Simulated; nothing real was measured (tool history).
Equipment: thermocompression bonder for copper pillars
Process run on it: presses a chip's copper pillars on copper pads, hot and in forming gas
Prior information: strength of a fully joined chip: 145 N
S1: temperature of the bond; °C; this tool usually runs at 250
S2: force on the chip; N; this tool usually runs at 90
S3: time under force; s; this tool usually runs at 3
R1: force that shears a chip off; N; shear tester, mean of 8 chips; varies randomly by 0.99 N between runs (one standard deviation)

run,hour,S1,S2,S3,R1
1,0.0,250,90,3,81.4
2,24.9,250,90,3,81.7
3,42.4,250,90,3,80.3
4,58.5,250,90,3,81.5
# hour 63.5: heater calibrated with a thermocouple chip
5,86.7,250,90,3,81.4
6,104.3,249,90,3,78.3
7,120.8,249,90,3,79.4
8,147.7,249,90,3,80.6
9,170.5,249,90,3,77.0
# hour 185.0: heater calibrated with a thermocouple chip, once more
10,194.5,250,86,3,76.7
11,225.1,238,94,3,73.5

Run 12 comes next. What will it give?
12,254.1,231,90,2,?

Run 12 came out at R1 53.8 N.
With no hidden state in the tool, this same run would have given R1 57.2 N.
